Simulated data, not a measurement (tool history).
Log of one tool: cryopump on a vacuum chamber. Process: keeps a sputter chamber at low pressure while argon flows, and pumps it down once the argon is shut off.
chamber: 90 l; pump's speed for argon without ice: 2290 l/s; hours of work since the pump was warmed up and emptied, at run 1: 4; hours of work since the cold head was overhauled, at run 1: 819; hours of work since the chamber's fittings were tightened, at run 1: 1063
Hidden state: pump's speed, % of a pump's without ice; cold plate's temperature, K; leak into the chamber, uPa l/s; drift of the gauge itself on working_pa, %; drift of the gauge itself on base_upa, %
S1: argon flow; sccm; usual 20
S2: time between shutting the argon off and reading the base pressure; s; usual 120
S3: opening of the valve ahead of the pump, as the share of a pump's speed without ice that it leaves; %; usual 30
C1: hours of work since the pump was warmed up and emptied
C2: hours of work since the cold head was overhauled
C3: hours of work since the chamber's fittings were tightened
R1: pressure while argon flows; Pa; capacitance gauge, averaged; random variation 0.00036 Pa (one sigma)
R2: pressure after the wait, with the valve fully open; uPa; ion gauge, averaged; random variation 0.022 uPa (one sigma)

run,hour,S1,S2,S3,C1,C2,C3,R1,R2
1,0.0,20,120,30,4,819,1063,0.0490,0.70
2,30.9,37,120,30,28,844,1088,0.0906,0.75
3,55.8,37,120,30,48,864,1108,0.0917,0.72
4,99.3,37,120,30,83,899,1143,0.0921,0.75
5,154.8,12,120,30,127,943,1187,0.0299,0.72
6,183.2,12,120,30,149,965,1209,0.0295,0.73
7,208.4,20,120,30,170,985,1229,0.0501,0.72
8,259.8,20,120,30,210,1026,1270,0.0497,0.74
9,310.0,20,120,36,251,1066,1310,0.0421,0.76
10,358.8,20,31,30,289,1105,1349,0.0511,2.00
11,407.2,20,31,30,328,1144,1388,0.0502,2.01
12,434.2,20,31,30,349,1165,1409,0.0505,1.97
13,480.1,20,31,25,386,1202,1446,0.0608,1.99
14,505.3,20,31,25,406,1222,1466,0.0606,2.01
15,562.7,20,31,25,452,1268,1512,0.0614,2.04
16,611.8,20,120,30,491,1307,1551,0.0515,0.85
17,668.8,20,120,30,536,1352,1596,0.0524,0.87
18,694.3,20,120,30,557,1373,1617,0.0520,0.87
19,722.2,34,255,30,579,1395,1639,0.0885,0.61
20,759.7,17,214,19,609,1425,1669,0.0686,0.71
21,796.3,24,141,18,638,1454,1698,0.1020,0.82
22,839.5,24,141,18,672,1488,1732,0.1021,0.86
23,871.2,23,75,30,698,1513,1757,0.0605,1.16
24,902.3,23,75,30,722,1538,1782,0.0602,1.14
25,927.4,23,75,30,742,1558,1802,0.0605,1.20
26,975.1,23,75,30,780,1596,1840,0.0606,1.19
# hour 988.9: pump warmed up, emptied and cooled again
27,1006.8,19,190,54,14,1617,1861,0.0268,0.68
28,1030.7,22,91,30,33,1637,1881,0.0545,0.92
29,1063.6,31,39,22,60,1663,1907,0.1050,1.73
30,1094.0,31,39,22,84,1687,1931,0.1052,1.72
31,1149.1,31,39,22,128,1731,1975,0.1054,1.70
32,1183.9,18,120,19,155,1759,2003,0.0708,0.90
# hour 1205.0: leaking fittings of the chamber tightened, without venting
33,1209.8,15,20,33,174,1778,4,0.0338,2.71
34,1237.6,9,151,33,197,1800,26,0.0201,0.52
35,1271.5,9,151,33,224,1827,53,0.0205,0.49

Forecast each of these 3 alternatives for the next run:
A,1317.7,8,38,30,260,1864,90,?,?
B,1317.7,37,24,42,260,1864,90,?,?
C,1317.7,20,120,21,260,1864,90,?,?

run,R1,R2
A,0.0199,1.49
B,0.0673,2.30
C,0.0712,0.61
Without the tool's hidden state the same runs would have given:
run,R1,R2
A,0.0194,1.45
B,0.0649,2.26
C,0.0700,0.57
